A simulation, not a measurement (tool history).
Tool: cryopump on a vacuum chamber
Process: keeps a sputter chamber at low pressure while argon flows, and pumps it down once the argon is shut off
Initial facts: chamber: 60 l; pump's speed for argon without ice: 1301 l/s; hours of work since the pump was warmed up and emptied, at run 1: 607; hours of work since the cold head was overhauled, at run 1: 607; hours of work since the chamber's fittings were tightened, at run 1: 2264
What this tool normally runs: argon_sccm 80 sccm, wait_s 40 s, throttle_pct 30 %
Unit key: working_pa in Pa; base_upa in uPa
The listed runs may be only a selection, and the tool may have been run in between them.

run,hour,argon_sccm,wait_s,throttle_pct,hours of work since the pump was warmed up and emptied,hours of work since the cold head was overhauled,hours of work since the chamber's fittings were tightened,working_pa,base_upa
1,0,80,40,30,607,607,2264,0.3618,3.43
2,9.4,80,40,30,616,616,2272,0.3618,3.33
3,23,80,40,30,628,628,2284,0.3648,3.39
4,40.6,80,40,30,644,644,2300,0.3619,3.38
5,49.2,80,40,22,651,651,2308,0.4877,3.37
# hour 59.3: pump warmed up, emptied and cooled again
6,71.2,80,40,49,11,667,2323,0.2136,3.22
7,88.2,80,40,49,26,682,2338,0.2134,3.32
8,98.2,80,40,49,35,691,2347,0.2133,3.27
9,108,80,40,49,44,699,2356,0.2147,3.25
10,119.7,80,40,30,54,710,2366,0.3512,3.28
11,134,80,40,30,67,723,2379,0.3478,3.38
12,149.7,80,47,30,81,737,2393,0.3499,3
13,165.6,80,47,30,95,751,2408,0.3496,2.98
14,183.1,80,40,21,111,767,2423,0.498,3.29
15,196.3,80,40,21,123,779,2435,0.4998,3.3
16,212.7,80,40,21,137,793,2450,0.5004,3.3
17,221.6,80,40,21,145,801,2458,0.4956,3.29
18,236.8,124,199,30,159,815,2471,0.5441,1.53
19,244.2,125,213,30,166,821,2478,0.5491,1.5
20,261.5,80,83,30,181,837,2493,0.3514,2.21
21,273.1,42,147,51,191,847,2504,0.1093,1.68
22,283,80,40,42,200,856,2513,0.2534,3.39
23,297.8,80,40,42,214,870,2526,0.2528,3.31
24,310.4,91,40,33,225,881,2537,0.3654,3.35
25,325.8,78,32,29,239,895,2551,0.3566,3.88
26,337.5,78,32,29,249,905,2561,0.3568,3.92
27,345,78,32,29,256,912,2568,0.3552,3.95
28,354.4,78,32,29,264,920,2577,0.3575,3.91
29,372.1,103,114,18,280,936,2592,0.7535,1.9
# hour 382.5: leaking fittings of the chamber tightened, without venting
30,391.7,100,224,21,296,952,8,0.6294,0.66
31,400,87,58,30,303,959,16,0.3845,1.87
32,407.6,87,58,30,310,966,22,0.3864,1.78
33,418.6,67,37,26,320,976,32,0.3454,2.68

3 options for the next run, each taken on its own from the tool as it stands now. Forecast them:
A,431,33,40,30,331,987,43,?,?
B,431,80,29,30,331,987,43,?,?
C,431,159,37,26,331,987,43,?,?

run,working_pa,base_upa
A,0.1457,2.56
B,0.3524,3.36
C,0.8084,2.72
Without the tool's unlogged condition, the same runs would have read:
run,working_pa,base_upa
A,0.1423,2.51
B,0.3441,3.31
C,0.792,2.67
